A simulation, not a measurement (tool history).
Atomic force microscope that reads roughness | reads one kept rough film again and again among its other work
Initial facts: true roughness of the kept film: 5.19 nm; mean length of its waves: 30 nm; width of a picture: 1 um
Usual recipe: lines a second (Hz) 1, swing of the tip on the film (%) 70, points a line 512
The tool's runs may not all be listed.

run    day  lines a second (Hz)  swing of the tip on the film (%)  points a line  roughness of the kept film (nm (root mean square))
  1      0                    1                                70            512                                               4.275
  2    0.4                    1                                70            512                                               4.229
  3  0.996                    1                                70            512                                               4.238
  4  1.446                    1                                70            512                                               4.172
  5  1.904                    1                                70            512                                               4.213
  6  2.225                    1                                70            512                                               4.148
  7  2.804                    1                                70            512                                               4.129
  8  3.242                    1                                70            512                                               4.092
  9  3.704                    1                                70            496                                               4.057
 10  4.017                    1                                70            496                                               4.041
 11  4.579                 0.51                                70            496                                               4.115
 12  5.012                 1.15                                61            512                                                4.06
 13  5.392                 1.15                                61            512                                                4.08

What does the tool deliver on the next run?
 14  5.888                 1.15                                61            512                                                   ?

For run 14 the tool returned roughness of the kept film (nm (root mean square)) 4.012.
Take away the tool's hidden state, keep the run-to-run variation as it was, and the same run would have given roughness of the kept film (nm (root mean square)) 4.524.

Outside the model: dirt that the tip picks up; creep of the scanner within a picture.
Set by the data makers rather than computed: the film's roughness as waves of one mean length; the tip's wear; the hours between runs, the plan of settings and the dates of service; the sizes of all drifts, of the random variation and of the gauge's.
